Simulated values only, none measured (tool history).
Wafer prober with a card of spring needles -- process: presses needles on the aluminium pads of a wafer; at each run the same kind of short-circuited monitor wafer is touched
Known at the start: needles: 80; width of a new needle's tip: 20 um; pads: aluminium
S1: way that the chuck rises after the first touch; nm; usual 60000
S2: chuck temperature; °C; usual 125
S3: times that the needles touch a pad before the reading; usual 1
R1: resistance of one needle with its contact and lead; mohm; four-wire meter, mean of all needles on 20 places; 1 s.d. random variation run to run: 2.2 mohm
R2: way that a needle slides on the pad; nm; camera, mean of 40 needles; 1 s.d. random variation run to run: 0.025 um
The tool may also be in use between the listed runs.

{"run": 1, "hour": 0.0, "S1": 60000, "S2": 125, "S3": 1, "R1": 276, "R2": 7680}
{"hour": 9.6, "done": "height of the first contact set anew"}
{"hour": 14.8, "done": "tips cleaned on abrasive film"}
{"hour": 39.7, "done": "tips cleaned on abrasive film"}
{"run": 2, "hour": 51.7, "S1": 60000, "S2": 125, "S3": 1, "R1": 278, "R2": 7980}
{"hour": 60.5, "done": "tips cleaned on abrasive film"}
{"hour": 80.9, "done": "tips cleaned on abrasive film"}
{"hour": 106.4, "done": "tips cleaned on abrasive film"}
{"run": 3, "hour": 124.3, "S1": 46000, "S2": 125, "S3": 1, "R1": 319, "R2": 6090}
{"hour": 129.5, "done": "tips cleaned on abrasive film"}
{"hour": 154.8, "done": "tips cleaned on abrasive film"}
{"run": 4, "hour": 164.3, "S1": 46000, "S2": 125, "S3": 1, "R1": 306, "R2": 6050}
{"hour": 178.9, "done": "tips cleaned on abrasive film"}
{"hour": 199.3, "done": "tips cleaned on abrasive film"}
{"hour": 223.5, "done": "tips cleaned on abrasive film"}
{"run": 5, "hour": 237.3, "S1": 46000, "S2": 125, "S3": 1, "R1": 317, "R2": 5950}
{"hour": 245.1, "done": "tips cleaned on abrasive film"}
{"hour": 269.3, "done": "tips cleaned on abrasive film"}
{"run": 6, "hour": 281.7, "S1": 46000, "S2": 125, "S3": 1, "R1": 308, "R2": 5930}
{"hour": 290.9, "done": "tips cleaned on abrasive film"}
{"hour": 315.5, "done": "tips cleaned on abrasive film"}
{"hour": 340.4, "done": "tips cleaned on abrasive film"}
{"run": 7, "hour": 342.5, "S1": 46000, "S2": 125, "S3": 1, "R1": 274, "R2": 5940}
{"hour": 362.9, "done": "tips cleaned on abrasive film"}
{"hour": 383.3, "done": "tips cleaned on abrasive film"}
{"run": 8, "hour": 384.0, "S1": 60000, "S2": 125, "S3": 1, "R1": 255, "R2": 7790}
{"hour": 405.2, "done": "tips cleaned on abrasive film"}
{"run": 9, "hour": 422.1, "S1": 57000, "S2": 125, "S3": 1, "R1": 298, "R2": 7370}
{"hour": 426.2, "done": "tips cleaned on abrasive film"}
{"hour": 451.6, "done": "tips cleaned on abrasive film"}
{"hour": 472.0, "done": "tips cleaned on abrasive film"}
{"run": 10, "hour": 480.7, "S1": 57000, "S2": 125, "S3": 1, "R1": 283, "R2": 7290}
{"hour": 496.0, "done": "tips cleaned on abrasive film"}
{"hour": 517.6, "done": "tips cleaned on abrasive film"}
{"run": 11, "hour": 517.6, "S1": 57000, "S2": 125, "S3": 1, "R1": 258, "R2": 7310}
{"hour": 540.9, "done": "tips cleaned on abrasive film"}
{"hour": 564.6, "done": "tips cleaned on abrasive film"}
{"run": 12, "hour": 580.8, "S1": 57000, "S2": 125, "S3": 1, "R1": 297, "R2": 7260}
{"hour": 585.1, "done": "tips cleaned on abrasive film"}
{"hour": 607.9, "done": "tips cleaned on abrasive film"}
{"hour": 631.7, "done": "tips cleaned on abrasive film"}
{"hour": 636.8, "done": "height of the first contact set anew"}
{"hour": 654.9, "done": "tips cleaned on abrasive film"}
{"run": 13, "hour": 668.0, "S1": 57000, "S2": 125, "S3": 1, "R1": 292, "R2": 7580}
{"hour": 677.3, "done": "tips cleaned on abrasive film"}
{"hour": 702.4, "done": "tips cleaned on abrasive film"}
{"hour": 726.2, "done": "tips cleaned on abrasive film"}
{"run": 14, "hour": 726.2, "S1": 57000, "S2": 125, "S3": 1, "R1": 257, "R2": 7570}
{"hour": 751.7, "done": "tips cleaned on abrasive film"}
{"hour": 774.7, "done": "tips cleaned on abrasive film"}
{"run": 15, "hour": 776.2, "S1": 79000, "S2": 125, "S3": 1, "R1": 253, "R2": 10520}
{"hour": 795.6, "done": "tips cleaned on abrasive film"}
{"hour": 820.0, "done": "tips cleaned on abrasive film"}
{"hour": 844.4, "done": "tips cleaned on abrasive film"}
{"run": 16, "hour": 858.9, "S1": 59000, "S2": 52, "S3": 1, "R1": 276, "R2": 7750}
{"hour": 869.2, "done": "tips cleaned on abrasive film"}
{"hour": 893.6, "done": "tips cleaned on abrasive film"}
{"hour": 917.0, "done": "tips cleaned on abrasive film"}
{"run": 17, "hour": 925.0, "S1": 64000, "S2": 61, "S3": 1, "R1": 260, "R2": 8380}
{"hour": 940.1, "done": "tips cleaned on abrasive film"}
{"hour": 964.1, "done": "tips cleaned on abrasive film"}
{"hour": 987.3, "done": "tips cleaned on abrasive film"}
{"run": 18, "hour": 991.7, "S1": 46000, "S2": 53, "S3": 1, "R1": 278, "R2": 5990}
{"hour": 1010.9, "done": "tips cleaned on abrasive film"}
{"hour": 1031.3, "done": "tips cleaned on abrasive film"}
{"run": 19, "hour": 1049.3, "S1": 46000, "S2": 53, "S3": 1, "R1": 315, "R2": 5960}
{"hour": 1054.4, "done": "tips cleaned on abrasive film"}
{"hour": 1079.9, "done": "tips cleaned on abrasive film"}
{"run": 20, "hour": 1086.3, "S1": 60000, "S2": 125, "S3": 2, "R1": 260, "R2": 7770}
{"hour": 1101.7, "done": "tips cleaned on abrasive film"}
{"hour": 1125.3, "done": "tips cleaned on abrasive film"}
{"hour": 1150.7, "done": "tips cleaned on abrasive film"}
{"run": 21, "hour": 1168.2, "S1": 53000, "S2": 125, "S3": 2, "R1": 294, "R2": 6800}
{"hour": 1172.9, "done": "tips cleaned on abrasive film"}
{"hour": 1197.9, "done": "tips cleaned on abrasive film"}
{"hour": 1222.4, "done": "tips cleaned on abrasive film"}
{"run": 22, "hour": 1235.1, "S1": 53000, "S2": 125, "S3": 2, "R1": 287, "R2": 6710}
{"hour": 1245.3, "done": "tips cleaned on abrasive film"}
{"hour": 1262.8, "done": "height of the first contact set anew"}
{"hour": 1267.9, "done": "tips cleaned on abrasive film"}
{"hour": 1291.1, "done": "tips cleaned on abrasive film"}
{"run": 23, "hour": 1296.1, "S1": 53000, "S2": 125, "S3": 2, "R1": 268, "R2": 7050}
{"hour": 1314.8, "done": "tips cleaned on abrasive film"}
{"hour": 1338.9, "done": "tips cleaned on abrasive film"}
{"run": 24, "hour": 1342.1, "S1": 49000, "S2": 125, "S3": 1, "R1": 278, "R2": 6450}
{"hour": 1362.0, "done": "tips cleaned on abrasive film"}
{"hour": 1385.5, "done": "tips cleaned on abrasive film"}
{"hour": 1409.2, "done": "tips cleaned on abrasive film"}
{"run": 25, "hour": 1409.2, "S1": 59000, "S2": 125, "S3": 2, "R1": 256, "R2": 7790}
{"hour": 1433.3, "done": "tips cleaned on abrasive film"}
{"hour": 1453.7, "done": "tips cleaned on abrasive film"}
{"run": 26, "hour": 1464.7, "S1": 48000, "S2": 49, "S3": 1, "R1": 293, "R2": 6350}
{"hour": 1474.7, "done": "tips cleaned on abrasive film"}
{"hour": 1499.1, "done": "tips cleaned on abrasive film"}
{"run": 27, "hour": 1510.8, "S1": 48000, "S2": 49, "S3": 1, "R1": 305, "R2": 6300}
{"hour": 1520.7, "done": "tips cleaned on abrasive film"}
{"hour": 1546.1, "done": "tips cleaned on abrasive film"}
{"hour": 1569.0, "done": "tips cleaned on abrasive film"}
{"run": 28, "hour": 1574.4, "S1": 48000, "S2": 49, "S3": 1, "R1": 274, "R2": 6240}

4 options for the next run, each taken on its own from the tool as it stands now. Forecast them:
{"hour": 1593.0, "done": "tips cleaned on abrasive film"}
{"hour": 1617.2, "done": "tips cleaned on abrasive film"}
{"run": "A", "hour": 1636.6, "S1": 60000, "S2": 125, "S3": 3, "R1": "?", "R2": "?"}
{"hour": 1593.0, "done": "tips cleaned on abrasive film"}
{"hour": 1617.2, "done": "tips cleaned on abrasive film"}
{"run": "B", "hour": 1636.6, "S1": 74000, "S2": 120, "S3": 1, "R1": "?", "R2": "?"}
{"hour": 1593.0, "done": "tips cleaned on abrasive film"}
{"hour": 1617.2, "done": "tips cleaned on abrasive film"}
{"run": "C", "hour": 1636.6, "S1": 41000, "S2": 52, "S3": 3, "R1": "?", "R2": "?"}
{"hour": 1593.0, "done": "tips cleaned on abrasive film"}
{"hour": 1617.2, "done": "tips cleaned on abrasive film"}
{"run": "D", "hour": 1636.6, "S1": 48000, "S2": 37, "S3": 1, "R1": "?", "R2": "?"}

run=A R1=269 R2=7770
run=B R1=277 R2=9660
run=C R1=283 R2=5310
run=D R1=318 R2=6210
With no hidden state in the tool, these same runs would have given:
run=A R1=247 R2=7980
run=B R1=242 R2=9860
run=C R1=236 R2=5510
run=D R1=230 R2=6410
